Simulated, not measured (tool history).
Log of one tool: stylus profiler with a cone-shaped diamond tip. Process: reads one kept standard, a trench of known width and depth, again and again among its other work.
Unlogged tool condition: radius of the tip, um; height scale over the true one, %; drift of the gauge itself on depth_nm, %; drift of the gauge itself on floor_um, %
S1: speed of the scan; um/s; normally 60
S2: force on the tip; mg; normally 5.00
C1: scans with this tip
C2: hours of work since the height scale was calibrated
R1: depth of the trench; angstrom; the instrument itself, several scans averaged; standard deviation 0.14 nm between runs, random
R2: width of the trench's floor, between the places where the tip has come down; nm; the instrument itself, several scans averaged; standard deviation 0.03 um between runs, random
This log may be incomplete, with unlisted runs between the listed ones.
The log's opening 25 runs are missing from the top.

run	hour	S1	S2	C1	C2	R1	R2
# hour 2155.0: height scale calibrated on a step standard
26	2199.8	19	12.88	15849	24	5114.7	13760
27	2274.6	28	7.46	16357	65	5079.6	13740
28	2349.1	28	7.46	16862	106	5080.3	13680
29	2406.5	27	4.33	17251	137	5057.1	13610
30	2529.8	15	13.50	18088	205	5119.0	13570
31	2589.1	27	5.00	18490	237	5064.8	13470
32	2714.4	25	3.90	19340	306	5058.3	13350
33	2791.7	25	3.90	19864	348	5057.7	13380
34	2907.2	17	14.19	20648	411	5126.1	13300
35	3014.6	23	3.15	21376	470	5050.6	13210
36	3119.9	95	2.80	22091	528	5047.3	13040
37	3194.4	95	2.80	22596	568	5049.8	12970
38	3303.6	73	7.46	23337	628	5087.7	13030
39	3407.0	73	7.46	24038	685	5086.1	12960
40	3512.4	73	7.46	24753	742	5088.5	12890
41	3570.7	73	7.46	25149	774	5088.7	12920
42	3684.3	73	7.46	25919	836	5092.3	12790
43	3756.0	73	7.46	26405	875	5090.6	12700

Here are 3 independent what-if runs from the current tool condition. What would each one return?
A	3830.5	60	12.84	26911	916	?	?
B	3830.5	139	8.40	26911	916	?	?
C	3830.5	179	4.29	26911	916	?	?

run	R1	R2
A	5123.8	12740
B	5096.6	12680
C	5066.9	12540
The same runs, with their run-to-run variation unchanged, on a tool lacking any hidden condition would have given:
run	R1	R2
A	5108.3	15610
B	5081.2	15550
C	5051.6	15420
